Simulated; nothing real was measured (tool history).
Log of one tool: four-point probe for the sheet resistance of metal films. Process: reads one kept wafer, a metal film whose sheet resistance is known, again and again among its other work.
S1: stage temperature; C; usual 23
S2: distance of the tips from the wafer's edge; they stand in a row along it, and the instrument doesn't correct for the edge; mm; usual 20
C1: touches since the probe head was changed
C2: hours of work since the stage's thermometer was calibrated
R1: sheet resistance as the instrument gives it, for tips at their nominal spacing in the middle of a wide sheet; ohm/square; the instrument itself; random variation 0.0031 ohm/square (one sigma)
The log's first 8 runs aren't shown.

run 9 hour=586.5 | S1=23 S2=32 | C1=41119 C2=1791 | R1=15.250188
run 10 hour=664.5 | S1=23 S2=32 | C1=42297 C2=1838 | R1=15.249241
run 11 hour=760.1 | S1=23 S2=32 | C1=43740 C2=1896 | R1=15.248365
run 12 hour=859 | S1=23 S2=32 | C1=45233 C2=1957 | R1=15.251321
-- hour=870.2 stage's thermometer calibrated
run 13 hour=918 | S1=23 S2=17 | C1=46115 C2=29 | R1=15.255143
run 14 hour=1025.8 | S1=23 S2=20 | C1=47744 C2=95 | R1=15.247544
run 15 hour=1112.5 | S1=23 S2=20 | C1=49052 C2=148 | R1=15.25005
run 16 hour=1190.7 | S1=21 S2=20 | C1=50232 C2=195 | R1=15.212243
run 17 hour=1311.7 | S1=21 S2=20 | C1=52059 C2=269 | R1=15.213642
run 18 hour=1400.9 | S1=23 S2=6 | C1=53406 C2=323 | R1=15.452935
run 19 hour=1501 | S1=19 S2=15 | C1=54917 C2=384 | R1=15.200665
-- hour=1552.4 stage's thermometer calibrated, once more
run 20 hour=1564.1 | S1=19 S2=21 | C1=55861 C2=7 | R1=15.249436
run 21 hour=1650.8 | S1=31 S2=72 | C1=57170 C2=60 | R1=15.435953
run 22 hour=1710.7 | S1=20 S2=57 | C1=58074 C2=96 | R1=15.251741
run 23 hour=1796 | S1=27 S2=14 | C1=59362 C2=148 | R1=15.407824
run 24 hour=1872.5 | S1=29 S2=50 | C1=60516 C2=195 | R1=15.402041
run 25 hour=1989.7 | S1=29 S2=50 | C1=62286 C2=266 | R1=15.399319
run 26 hour=2091.5 | S1=29 S2=50 | C1=63823 C2=328 | R1=15.408273
run 27 hour=2214 | S1=31 S2=9 | C1=65671 C2=403 | R1=15.539411

The next listed run, before its measurement:
run 28 hour=2269.5 | S1=33 S2=19 | C1=66510 C2=437 | R1=?

Run 28 gave R1 15.491362 ohm/square.
Without the tool's hidden state the same run would have given R1 15.483053 ohm/square.

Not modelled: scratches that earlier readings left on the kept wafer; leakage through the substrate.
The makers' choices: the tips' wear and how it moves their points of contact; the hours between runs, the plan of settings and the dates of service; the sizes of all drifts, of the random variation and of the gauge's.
